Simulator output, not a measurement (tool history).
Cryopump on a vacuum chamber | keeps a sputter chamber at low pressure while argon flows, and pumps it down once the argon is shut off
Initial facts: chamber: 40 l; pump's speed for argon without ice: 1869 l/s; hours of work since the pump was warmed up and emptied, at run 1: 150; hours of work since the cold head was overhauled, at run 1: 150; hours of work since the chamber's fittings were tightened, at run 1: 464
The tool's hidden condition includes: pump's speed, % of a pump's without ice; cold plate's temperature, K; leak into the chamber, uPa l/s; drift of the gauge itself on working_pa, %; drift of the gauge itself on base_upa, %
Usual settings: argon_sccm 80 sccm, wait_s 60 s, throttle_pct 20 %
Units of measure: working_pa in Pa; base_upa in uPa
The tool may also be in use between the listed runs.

run,hour,argon_sccm,wait_s,throttle_pct,hours of work since the pump was warmed up and emptied,hours of work since the cold head was overhauled,hours of work since the chamber's fittings were tightened,working_pa,base_upa
1,0.0,80,60,20,150,150,464,0.3696,1.37
2,31.9,80,60,20,171,171,485,0.3734,1.44
3,58.9,80,43,20,188,188,503,0.3744,1.86
4,90.8,80,43,20,209,209,524,0.3726,1.88
5,130.2,80,43,26,235,235,550,0.2929,1.89
6,165.6,80,43,26,258,258,573,0.2960,1.87

Run 7, settings as shown, results not yet in. Your forecast:
7,224.7,90,232,23,297,297,611,?,?

{"run 7": {"working_pa": 0.3752, "base_upa": 0.69}}
Minus the tool's unlogged condition, the same run would have read working_pa 0.3527 Pa, base_upa 0.44 uPa.
